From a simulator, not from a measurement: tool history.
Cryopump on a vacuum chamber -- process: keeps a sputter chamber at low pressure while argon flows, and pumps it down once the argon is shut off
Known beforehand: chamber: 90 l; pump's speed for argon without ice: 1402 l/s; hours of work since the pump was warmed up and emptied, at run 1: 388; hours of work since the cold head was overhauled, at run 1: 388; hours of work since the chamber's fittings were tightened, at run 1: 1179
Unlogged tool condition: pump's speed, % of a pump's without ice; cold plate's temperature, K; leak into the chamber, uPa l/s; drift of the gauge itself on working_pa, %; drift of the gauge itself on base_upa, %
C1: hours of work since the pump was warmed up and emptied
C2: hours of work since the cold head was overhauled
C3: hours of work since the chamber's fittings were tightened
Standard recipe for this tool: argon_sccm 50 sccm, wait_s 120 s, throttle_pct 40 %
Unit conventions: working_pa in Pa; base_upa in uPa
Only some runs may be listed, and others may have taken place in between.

Run 1, hour 0.0: usual settings; C1 388; C2 388; C3 1179. Result: working_pa 0.1585 Pa, base_upa 2.43 uPa.
Run 2, hour 35.6: usual settings; C1 411; C2 411; C3 1202. Result: working_pa 0.1590 Pa, base_upa 2.45 uPa.
Run 3, hour 69.9: usual settings but wait_s 133 s; C1 433; C2 433; C3 1224. Result: working_pa 0.1582 Pa, base_upa 2.44 uPa.
Run 4, hour 141.0: usual settings but wait_s 133 s; C1 479; C2 479; C3 1270. Result: working_pa 0.1591 Pa, base_upa 2.53 uPa.
Run 5, hour 199.7: usual settings but wait_s 133 s; C1 517; C2 517; C3 1308. Result: working_pa 0.1599 Pa, base_upa 2.71 uPa.
Run 6, hour 235.8: usual settings but wait_s 133 s, throttle_pct 56 %; C1 540; C2 540; C3 1331. Result: working_pa 0.1179 Pa, base_upa 2.71 uPa.
Run 7, hour 289.2: usual settings but argon_sccm 52 sccm, wait_s 122 s, throttle_pct 46 %; C1 575; C2 575; C3 1366. Result: working_pa 0.1481 Pa, base_upa 2.86 uPa.
Run 8, hour 346.7: usual settings but argon_sccm 52 sccm, wait_s 122 s, throttle_pct 46 %; C1 612; C2 612; C3 1403. Result: working_pa 0.1496 Pa, base_upa 2.92 uPa.
Run 9, hour 383.8: usual settings but argon_sccm 52 sccm, wait_s 158 s, throttle_pct 46 %; C1 636; C2 636; C3 1427. Result: working_pa 0.1508 Pa, base_upa 2.74 uPa.
Run 10, hour 438.2: usual settings but argon_sccm 55 sccm, wait_s 125 s, throttle_pct 31 %; C1 671; C2 671; C3 1462. Result: working_pa 0.2288 Pa, base_upa 3.08 uPa.

How would selected steps in working_pa from run to run divide? Give the signed amount a tool lacking its hidden state would still show from settings, what came in and random variation, and the signed amount left for the hidden state, including any gauge scatter that is not in both of the compared results.
Run 9 -> 10: argon_sccm 52 -> 55, wait_s 158 -> 125, throttle_pct 46 -> 31. working_pa +0.0780 Pa: hidden state +0.0016, all else +0.0764.
